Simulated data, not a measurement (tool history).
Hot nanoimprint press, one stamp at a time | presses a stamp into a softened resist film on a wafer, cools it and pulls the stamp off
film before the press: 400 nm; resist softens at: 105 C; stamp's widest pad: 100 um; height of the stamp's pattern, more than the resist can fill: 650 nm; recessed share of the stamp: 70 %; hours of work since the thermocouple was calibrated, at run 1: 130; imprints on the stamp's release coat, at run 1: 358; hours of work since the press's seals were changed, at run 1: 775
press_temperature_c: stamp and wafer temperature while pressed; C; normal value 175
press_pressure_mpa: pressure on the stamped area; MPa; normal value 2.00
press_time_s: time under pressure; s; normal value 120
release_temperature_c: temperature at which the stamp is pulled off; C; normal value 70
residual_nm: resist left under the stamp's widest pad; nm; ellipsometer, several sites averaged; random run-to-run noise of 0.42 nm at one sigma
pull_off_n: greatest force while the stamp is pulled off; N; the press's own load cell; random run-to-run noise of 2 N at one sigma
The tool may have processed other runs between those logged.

run,hour,press_temperature_c,press_pressure_mpa,press_time_s,release_temperature_c,hours of work since the thermocouple was calibrated,imprints on the stamp's release coat,hours of work since the press's seals were changed,residual_nm,pull_off_n
1,0.0,175,2.00,120,70,130,358,775,152.0,181
2,28.8,175,2.00,120,70,145,476,791,152.6,179
3,55.4,175,2.00,120,78,159,585,805,152.5,172
4,87.0,175,2.00,120,78,176,714,822,153.8,171
5,112.2,175,2.00,120,70,189,817,835,153.0,194
6,128.1,175,2.00,120,70,198,882,844,153.7,193
7,144.6,175,2.00,120,70,207,949,853,154.2,198
8,171.1,175,2.00,120,70,221,1057,867,153.9,199
9,192.8,175,2.00,112,70,233,1146,878,159.3,203
# hour 198.6: plate thermocouple calibrated
10,220.4,175,2.00,120,70,12,1246,891,156.2,204
# hour 232.8: stamp cleaned and given a new release coat
11,244.8,175,2.00,120,70,22,50,901,157.7,172
12,270.2,175,2.00,120,70,35,153,915,156.9,171
13,286.1,175,2.00,120,70,44,218,923,156.8,175
14,317.2,175,2.00,120,70,60,345,940,157.9,178
15,340.5,175,2.00,120,70,73,440,952,158.2,183
16,368.5,175,2.00,174,70,88,555,967,135.6,186
# hour 378.7: plate thermocouple calibrated, once more
17,393.9,175,2.00,120,65,8,646,979,152.2,193
# hour 421.5: press's hydraulic seals changed and the load cell set to zero
18,432.7,169,2.31,197,59,25,772,6,157.5,208
19,466.3,169,2.31,197,59,43,909,24,157.7,211
20,496.7,182,2.26,197,59,59,1033,40,76.2,217
21,512.8,179,2.00,120,64,67,1099,49,118.7,207
22,551.9,179,2.00,120,64,88,1259,70,119.1,217
# hour 562.1: stamp cleaned and given a new release coat
23,581.2,182,1.48,113,70,101,78,82,122.0,170
24,620.0,182,1.48,113,70,121,237,103,122.0,176
25,646.3,182,1.48,113,70,136,344,117,121.8,182
26,665.3,184,1.61,213,65,146,421,127,79.9,193
27,695.0,171,1.21,213,65,162,543,143,184.5,193
28,729.5,164,1.76,101,57,180,684,161,286.4,210
29,763.4,175,1.29,120,70,198,822,180,183.8,191
30,794.4,175,1.29,120,70,215,949,196,183.5,192

Here are 4 independent what-if runs from the current tool condition. What would each one return?
A,829.6,165,2.00,142,61,233,1092,215,?,?
B,829.6,175,1.22,120,63,233,1092,215,?,?
C,829.6,173,2.00,120,72,233,1092,215,?,?
D,829.6,175,2.81,76,70,233,1092,215,?,?

run,residual_nm,pull_off_n
A,241.4,222
B,187.8,213
C,167.7,196
D,156.1,205
Without the tool's hidden state the same runs would have given:
run,residual_nm,pull_off_n
A,232.3,188
B,180.9,181
C,160.7,167
D,149.1,174
